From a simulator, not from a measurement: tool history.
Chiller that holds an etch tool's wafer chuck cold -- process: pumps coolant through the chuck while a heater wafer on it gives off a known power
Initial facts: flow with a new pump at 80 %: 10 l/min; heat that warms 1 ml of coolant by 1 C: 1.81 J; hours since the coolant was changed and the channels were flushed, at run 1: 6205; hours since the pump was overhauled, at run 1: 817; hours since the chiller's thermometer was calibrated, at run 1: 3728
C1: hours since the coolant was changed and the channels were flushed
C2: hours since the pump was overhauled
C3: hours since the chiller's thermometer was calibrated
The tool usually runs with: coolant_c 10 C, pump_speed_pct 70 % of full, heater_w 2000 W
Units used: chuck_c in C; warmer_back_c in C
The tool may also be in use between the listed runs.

run 1 hour=0 | coolant_c=10 pump_speed_pct=70 heater_w=2000 | C1=6205 C2=817 C3=3728 | chuck_c=29.9 warmer_back_c=7.52
-- hour=28.5 coolant changed, channels flushed
run 2 hour=82.3 | coolant_c=10 pump_speed_pct=70 heater_w=2000 | C1=54 C2=894 C3=3805 | chuck_c=30.1 warmer_back_c=7.58
run 3 hour=208.6 | coolant_c=10 pump_speed_pct=70 heater_w=2000 | C1=180 C2=1020 C3=3931 | chuck_c=29.9 warmer_back_c=7.62
run 4 hour=280.1 | coolant_c=10 pump_speed_pct=70 heater_w=2000 | C1=252 C2=1092 C3=4003 | chuck_c=29.9 warmer_back_c=7.7
run 5 hour=371.8 | coolant_c=10 pump_speed_pct=70 heater_w=2000 | C1=343 C2=1183 C3=4094 | chuck_c=29.9 warmer_back_c=7.61
run 6 hour=508.5 | coolant_c=10 pump_speed_pct=64 heater_w=2000 | C1=480 C2=1320 C3=4231 | chuck_c=31.1 warmer_back_c=8.39
-- hour=590.5 chiller's thermometer calibrated
run 7 hour=620.7 | coolant_c=10 pump_speed_pct=86 heater_w=2000 | C1=591 C2=1431 C3=30 | chuck_c=27.5 warmer_back_c=6.29
run 8 hour=737.5 | coolant_c=10 pump_speed_pct=86 heater_w=2000 | C1=708 C2=1548 C3=147 | chuck_c=27.4 warmer_back_c=6.22
run 9 hour=810.2 | coolant_c=10 pump_speed_pct=70 heater_w=2000 | C1=781 C2=1621 C3=220 | chuck_c=29.8 warmer_back_c=7.66
run 10 hour=941.1 | coolant_c=10 pump_speed_pct=70 heater_w=2000 | C1=912 C2=1752 C3=351 | chuck_c=30 warmer_back_c=7.58
run 11 hour=1048.6 | coolant_c=10 pump_speed_pct=70 heater_w=2000 | C1=1019 C2=1859 C3=458 | chuck_c=30 warmer_back_c=7.67
run 12 hour=1133.1 | coolant_c=10 pump_speed_pct=70 heater_w=2000 | C1=1104 C2=1944 C3=543 | chuck_c=30 warmer_back_c=7.7
run 13 hour=1218.6 | coolant_c=10 pump_speed_pct=70 heater_w=2000 | C1=1189 C2=2029 C3=628 | chuck_c=29.8 warmer_back_c=7.66
run 14 hour=1312.9 | coolant_c=9 pump_speed_pct=98 heater_w=1792 | C1=1283 C2=2123 C3=722 | chuck_c=23.5 warmer_back_c=4.94
run 15 hour=1390.4 | coolant_c=8 pump_speed_pct=62 heater_w=1974 | C1=1361 C2=2201 C3=800 | chuck_c=29.3 warmer_back_c=8.62
run 16 hour=1481.4 | coolant_c=8 pump_speed_pct=62 heater_w=1974 | C1=1452 C2=2292 C3=891 | chuck_c=29.3 warmer_back_c=8.64
run 17 hour=1542.8 | coolant_c=10 pump_speed_pct=78 heater_w=1090 | C1=1513 C2=2353 C3=952 | chuck_c=20.1 warmer_back_c=3.85
run 18 hour=1634.3 | coolant_c=5 pump_speed_pct=64 heater_w=1092 | C1=1605 C2=2445 C3=1044 | chuck_c=16.5 warmer_back_c=4.7
run 19 hour=1699.5 | coolant_c=0 pump_speed_pct=70 heater_w=2000 | C1=1670 C2=2510 C3=1109 | chuck_c=19.9 warmer_back_c=7.8
run 20 hour=1798.6 | coolant_c=0 pump_speed_pct=70 heater_w=2000 | C1=1769 C2=2609 C3=1208 | chuck_c=20 warmer_back_c=7.76
run 21 hour=1885.3 | coolant_c=5 pump_speed_pct=90 heater_w=2000 | C1=1856 C2=2696 C3=1295 | chuck_c=21.9 warmer_back_c=6.04
run 22 hour=2017.8 | coolant_c=10 pump_speed_pct=77 heater_w=2817 | C1=1988 C2=2828 C3=1427 | chuck_c=36.5 warmer_back_c=9.9
run 23 hour=2085.9 | coolant_c=10 pump_speed_pct=77 heater_w=2817 | C1=2056 C2=2896 C3=1495 | chuck_c=36.4 warmer_back_c=9.93
run 24 hour=2172.1 | coolant_c=10 pump_speed_pct=77 heater_w=1441 | C1=2143 C2=2983 C3=1582 | chuck_c=23.3 warmer_back_c=5.2
run 25 hour=2229.4 | coolant_c=3 pump_speed_pct=69 heater_w=1441 | C1=2200 C2=3040 C3=1639 | chuck_c=17.5 warmer_back_c=5.74
run 26 hour=2294.2 | coolant_c=10 pump_speed_pct=73 heater_w=1010 | C1=2265 C2=3105 C3=1704 | chuck_c=19.7 warmer_back_c=3.92

3 ways to go on from here, each from the tool as it stands after run 26. What would each give?
run A hour=2367.7 | coolant_c=10 pump_speed_pct=79 heater_w=2263 | C1=2338 C2=3178 C3=1777 | chuck_c=? warmer_back_c=?
run B hour=2367.7 | coolant_c=10 pump_speed_pct=67 heater_w=1667 | C1=2338 C2=3178 C3=1777 | chuck_c=? warmer_back_c=?
run C hour=2367.7 | coolant_c=1 pump_speed_pct=70 heater_w=1435 | C1=2338 C2=3178 C3=1777 | chuck_c=? warmer_back_c=?

run=A chuck_c=31.1 warmer_back_c=7.77
run=B chuck_c=27.2 warmer_back_c=6.86
run=C chuck_c=15.3 warmer_back_c=5.68
Without the tool's unlogged condition, the same runs would have read:
run=A chuck_c=31.1 warmer_back_c=7.54
run=B chuck_c=27.2 warmer_back_c=6.62
run=C chuck_c=15.3 warmer_back_c=5.45
